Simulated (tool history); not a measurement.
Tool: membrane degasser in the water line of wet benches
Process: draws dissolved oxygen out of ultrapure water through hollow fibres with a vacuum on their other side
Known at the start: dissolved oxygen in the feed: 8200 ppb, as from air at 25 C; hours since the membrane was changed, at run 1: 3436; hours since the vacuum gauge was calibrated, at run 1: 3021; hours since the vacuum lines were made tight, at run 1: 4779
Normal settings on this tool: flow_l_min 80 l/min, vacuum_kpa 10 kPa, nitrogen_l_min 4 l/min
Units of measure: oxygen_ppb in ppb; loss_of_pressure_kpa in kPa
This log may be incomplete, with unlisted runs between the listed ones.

| run | hour | flow_l_min | vacuum_kpa | nitrogen_l_min | hours since the membrane was changed | hours since the vacuum gauge was calibrated | hours since the vacuum lines were made tight | oxygen_ppb | loss_of_pressure_kpa |
|---|---|---|---|---|---|---|---|---|---|
| 1 | 0 | 80 | 10 | 4 | 3436 | 3021 | 4779 | 302 | 37.68 |
| 2 | 193.5 | 80 | 10 | 4 | 3630 | 3215 | 4973 | 303.8 | 37.48 |
| 3 | 367 | 80 | 10 | 4 | 3803 | 3388 | 5146 | 304.1 | 37.89 |
| 4 | 535.3 | 80 | 10 | 4 | 3972 | 3557 | 5315 | 304.3 | 37.78 |
| 5 | 660.2 | 80 | 6.5 | 4 | 4097 | 3681 | 5439 | 155.8 | 37.97 |
| 6 | 822.8 | 80 | 6.5 | 4 | 4259 | 3844 | 5602 | 156.1 | 37.85 |
| 7 | 1062.6 | 80 | 10 | 4 | 4499 | 4084 | 5842 | 304.6 | 37.58 |
| 8 | 1187.6 | 80 | 10 | 6.28 | 4624 | 4209 | 5967 | 206.3 | 37.69 |
| 9 | 1318.1 | 80 | 10 | 4 | 4755 | 4339 | 6097 | 308.1 | 38.04 |
| 10 | 1514.9 | 80 | 10 | 4 | 4951 | 4536 | 6294 | 308.5 | 37.84 |
| 11 | 1764 | 80 | 18.3 | 4 | 5200 | 4785 | 6543 | 637 | 38.12 |
| 12 | 1945.4 | 80 | 18.3 | 4 | 5382 | 4967 | 6725 | 639.5 | 37.77 |
| 13 | 2123.2 | 80 | 18.3 | 4 | 5560 | 5144 | 6902 | 637.1 | 37.81 |
| 14 | 2329.2 | 80 | 18.3 | 4 | 5766 | 5350 | 7108 | 637.7 | 37.93 |
| 15 | 2486.7 | 80 | 10 | 4 | 5923 | 5508 | 7266 | 306.9 | 38.03 |
|  | 2500.8 | vacuum gauge calibrated |
| 16 | 2621.9 | 80 | 10 | 9.51 | 6058 | 121 | 7401 | 145.9 | 37.68 |
| 17 | 2786.3 | 80 | 10 | 9.51 | 6222 | 286 | 7565 | 144.8 | 37.71 |
| 18 | 2964.3 | 112 | 19.7 | 4 | 6400 | 463 | 7743 | 907.4 | 52.85 |
|  | 3010.1 | vacuum gauge calibrated, once more |
| 19 | 3086.7 | 101 | 10 | 2.18 | 6522 | 77 | 7865 | 599.5 | 47.67 |
| 20 | 3315.8 | 80 | 13.2 | 2.29 | 6751 | 306 | 8094 | 679 | 37.85 |
| 21 | 3523.4 | 86 | 8 | 2.29 | 6959 | 513 | 8302 | 369.3 | 40.63 |
| 22 | 3636.2 | 73 | 8 | 2.29 | 7072 | 626 | 8415 | 320.4 | 35.02 |
| 23 | 3868.3 | 61 | 8.9 | 4.31 | 7304 | 858 | 8647 | 188.6 | 28.95 |
| 24 | 4109.3 | 61 | 8.9 | 4.31 | 7545 | 1099 | 8888 | 188.6 | 29.08 |
| 25 | 4305 | 61 | 8.9 | 5.76 | 7740 | 1295 | 9083 | 144.3 | 28.9 |
| 26 | 4508.4 | 49 | 8.9 | 2.12 | 7944 | 1498 | 9287 | 288.3 | 23.48 |
| 27 | 4671.6 | 121 | 23.9 | 2.82 | 8107 | 1662 | 9450 | 1513.1 | 57.57 |
| 28 | 4804 | 80 | 23.2 | 2.49 | 8239 | 1794 | 9582 | 1196.2 | 38.12 |
|  | 5030.9 | seals of the vacuum lines changed |
| 29 | 5034.1 | 80 | 23.2 | 2.49 | 8468 | 2022 | 3 | 1191.2 | 37.89 |
| 30 | 5266.6 | 80 | 23.2 | 2.49 | 8700 | 2255 | 236 | 1194.1 | 38.32 |
| 31 | 5436.8 | 103 | 10 | 2.24 | 8870 | 2425 | 406 | 592.6 | 49.02 |
| 32 | 5604.3 | 67 | 14.7 | 4 | 9038 | 2592 | 573 | 425.2 | 31.85 |

3 options for the next run, each taken on its own from the tool as it stands now. Forecast them:
| A | 5738.9 | 74 | 17 | 1.7 | 9172 | 2727 | 708 | ? | ? |
| B | 5738.9 | 71 | 11.6 | 10.78 | 9172 | 2727 | 708 | ? | ? |
| C | 5738.9 | 56 | 12.8 | 2.69 | 9172 | 2727 | 708 | ? | ? |

| run | oxygen_ppb | loss_of_pressure_kpa |
|---|---|---|
| A | 1071.2 | 34.89 |
| B | 138.8 | 33.75 |
| C | 426.7 | 26.8 |
Had the tool no hidden state, the same runs would have come out as:
| run | oxygen_ppb | loss_of_pressure_kpa |
|---|---|---|
| A | 1063.9 | 34.12 |
| B | 136.4 | 33.01 |
| C | 422.2 | 26.21 |

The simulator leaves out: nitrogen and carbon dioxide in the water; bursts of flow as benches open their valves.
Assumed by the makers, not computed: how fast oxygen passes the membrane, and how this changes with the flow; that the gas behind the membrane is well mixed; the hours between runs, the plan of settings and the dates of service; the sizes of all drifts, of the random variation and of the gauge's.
